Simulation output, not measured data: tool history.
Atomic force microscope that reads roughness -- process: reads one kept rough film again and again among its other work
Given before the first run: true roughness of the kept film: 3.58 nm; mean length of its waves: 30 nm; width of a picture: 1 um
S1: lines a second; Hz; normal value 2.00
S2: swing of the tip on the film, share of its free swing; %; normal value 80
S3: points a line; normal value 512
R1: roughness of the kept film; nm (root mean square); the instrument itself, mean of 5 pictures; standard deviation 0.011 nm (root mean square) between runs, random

{"run": 1, "hour": 0.0, "S1": 2.0, "S2": 80, "S3": 512, "R1": 2.019}
{"hour": 14.5, "done": "new tip fitted"}
{"run": 2, "hour": 21.8, "S1": 2.0, "S2": 80, "S3": 512, "R1": 2.585}
{"run": 3, "hour": 53.8, "S1": 2.0, "S2": 80, "S3": 324, "R1": 2.312}
{"run": 4, "hour": 76.6, "S1": 2.0, "S2": 80, "S3": 792, "R1": 2.144}
{"run": 5, "hour": 93.0, "S1": 1.81, "S2": 80, "S3": 512, "R1": 2.089}
{"run": 6, "hour": 112.8, "S1": 1.81, "S2": 80, "S3": 512, "R1": 1.995}
{"hour": 118.2, "done": "new tip fitted"}
{"run": 7, "hour": 148.5, "S1": 1.81, "S2": 80, "S3": 512, "R1": 2.451}
{"run": 8, "hour": 175.9, "S1": 2.0, "S2": 80, "S3": 512, "R1": 2.223}
{"run": 9, "hour": 197.0, "S1": 2.0, "S2": 80, "S3": 512, "R1": 2.085}
{"hour": 222.1, "done": "new tip fitted"}
{"run": 10, "hour": 223.8, "S1": 2.0, "S2": 80, "S3": 512, "R1": 2.635}
{"run": 11, "hour": 250.6, "S1": 2.0, "S2": 80, "S3": 512, "R1": 2.427}
{"run": 12, "hour": 279.4, "S1": 2.0, "S2": 80, "S3": 512, "R1": 2.212}
{"run": 13, "hour": 309.0, "S1": 2.0, "S2": 80, "S3": 316, "R1": 2.016}
{"hour": 325.9, "done": "new tip fitted"}
{"run": 14, "hour": 330.8, "S1": 2.0, "S2": 80, "S3": 512, "R1": 2.67}
{"run": 15, "hour": 357.4, "S1": 2.0, "S2": 80, "S3": 930, "R1": 2.399}
{"run": 16, "hour": 386.4, "S1": 2.0, "S2": 80, "S3": 930, "R1": 2.193}
{"run": 17, "hour": 408.3, "S1": 2.0, "S2": 80, "S3": 930, "R1": 2.07}
{"run": 18, "hour": 427.6, "S1": 2.0, "S2": 77, "S3": 512, "R1": 2.011}
{"hour": 430.7, "done": "new tip fitted"}
{"run": 19, "hour": 444.7, "S1": 2.0, "S2": 77, "S3": 364, "R1": 2.565}
{"run": 20, "hour": 467.1, "S1": 2.0, "S2": 77, "S3": 364, "R1": 2.354}
{"run": 21, "hour": 496.5, "S1": 2.0, "S2": 77, "S3": 364, "R1": 2.171}
{"run": 22, "hour": 529.4, "S1": 2.0, "S2": 80, "S3": 512, "R1": 1.938}
{"hour": 535.6, "done": "new tip fitted"}
{"run": 23, "hour": 552.8, "S1": 2.0, "S2": 80, "S3": 512, "R1": 2.49}
{"run": 24, "hour": 573.9, "S1": 2.0, "S2": 80, "S3": 512, "R1": 2.34}
{"run": 25, "hour": 606.6, "S1": 0.81, "S2": 80, "S3": 512, "R1": 2.303}
{"run": 26, "hour": 621.5, "S1": 0.81, "S2": 80, "S3": 512, "R1": 2.214}
{"hour": 625.7, "done": "height scale calibrated on a step standard"}
{"hour": 640.0, "done": "new tip fitted"}
{"run": 27, "hour": 645.0, "S1": 0.87, "S2": 63, "S3": 727, "R1": 2.954}
{"run": 28, "hour": 664.1, "S1": 0.87, "S2": 63, "S3": 727, "R1": 2.779}
{"run": 29, "hour": 679.9, "S1": 0.87, "S2": 63, "S3": 727, "R1": 2.622}
{"run": 30, "hour": 699.3, "S1": 0.87, "S2": 63, "S3": 727, "R1": 2.46}
{"hour": 701.7, "done": "height scale calibrated on a step standard, once more"}
{"run": 31, "hour": 715.8, "S1": 3.39, "S2": 79, "S3": 343, "R1": 1.899}
{"run": 32, "hour": 737.0, "S1": 3.39, "S2": 58, "S3": 525, "R1": 2.12}
{"hour": 743.9, "done": "new tip fitted"}
{"run": 33, "hour": 765.8, "S1": 0.67, "S2": 63, "S3": 744, "R1": 2.809}
{"run": 34, "hour": 796.8, "S1": 0.67, "S2": 63, "S3": 744, "R1": 2.521}
{"run": 35, "hour": 832.4, "S1": 2.97, "S2": 80, "S3": 512, "R1": 1.858}
{"hour": 846.4, "done": "new tip fitted"}
{"run": 36, "hour": 857.3, "S1": 0.82, "S2": 68, "S3": 344, "R1": 2.83}
{"run": 37, "hour": 885.0, "S1": 2.0, "S2": 77, "S3": 512, "R1": 2.383}
{"run": 38, "hour": 912.0, "S1": 2.0, "S2": 77, "S3": 512, "R1": 2.206}
{"run": 39, "hour": 928.9, "S1": 0.77, "S2": 68, "S3": 593, "R1": 2.29}
{"run": 40, "hour": 947.7, "S1": 0.77, "S2": 68, "S3": 593, "R1": 2.186}
{"hour": 950.5, "done": "new tip fitted"}
{"run": 41, "hour": 964.6, "S1": 0.77, "S2": 55, "S3": 390, "R1": 2.842}
{"run": 42, "hour": 981.9, "S1": 2.0, "S2": 80, "S3": 359, "R1": 2.363}
{"run": 43, "hour": 998.0, "S1": 2.0, "S2": 80, "S3": 359, "R1": 2.226}
{"run": 44, "hour": 1028.1, "S1": 2.0, "S2": 71, "S3": 642, "R1": 2.174}
{"hour": 1054.3, "done": "new tip fitted"}
{"run": 45, "hour": 1055.5, "S1": 2.0, "S2": 71, "S3": 642, "R1": 2.813}
{"run": 46, "hour": 1071.6, "S1": 2.0, "S2": 80, "S3": 958, "R1": 2.512}
{"run": 47, "hour": 1099.4, "S1": 2.0, "S2": 80, "S3": 958, "R1": 2.305}
{"run": 48, "hour": 1116.3, "S1": 2.43, "S2": 83, "S3": 554, "R1": 2.061}
{"run": 49, "hour": 1150.1, "S1": 2.43, "S2": 83, "S3": 554, "R1": 1.869}
{"hour": 1157.1, "done": "new tip fitted"}
{"run": 50, "hour": 1169.6, "S1": 1.28, "S2": 64, "S3": 512, "R1": 2.798}
{"run": 51, "hour": 1196.9, "S1": 1.28, "S2": 64, "S3": 512, "R1": 2.561}
{"run": 52, "hour": 1232.5, "S1": 2.0, "S2": 80, "S3": 662, "R1": 2.071}

Each row is a separate what-if for the run after 52, all from the same tool condition, not one after another. Results?
{"run": "A", "hour": 1251.7, "S1": 0.53, "S2": 69, "S3": 387, "R1": "?"}
{"run": "B", "hour": 1251.7, "S1": 0.84, "S2": 80, "S3": 689, "R1": "?"}
{"run": "C", "hour": 1251.7, "S1": 1.42, "S2": 80, "S3": 270, "R1": "?"}
{"run": "D", "hour": 1251.7, "S1": 0.93, "S2": 81, "S3": 512, "R1": "?"}

run=A R1=2.215
run=B R1=2.139
run=C R1=2.026
run=D R1=2.119
Take away the tool's hidden state, keep each run's random variation, and the runs would have read:
run=A R1=2.991
run=B R1=2.888
run=C R1=2.739
run=D R1=2.859
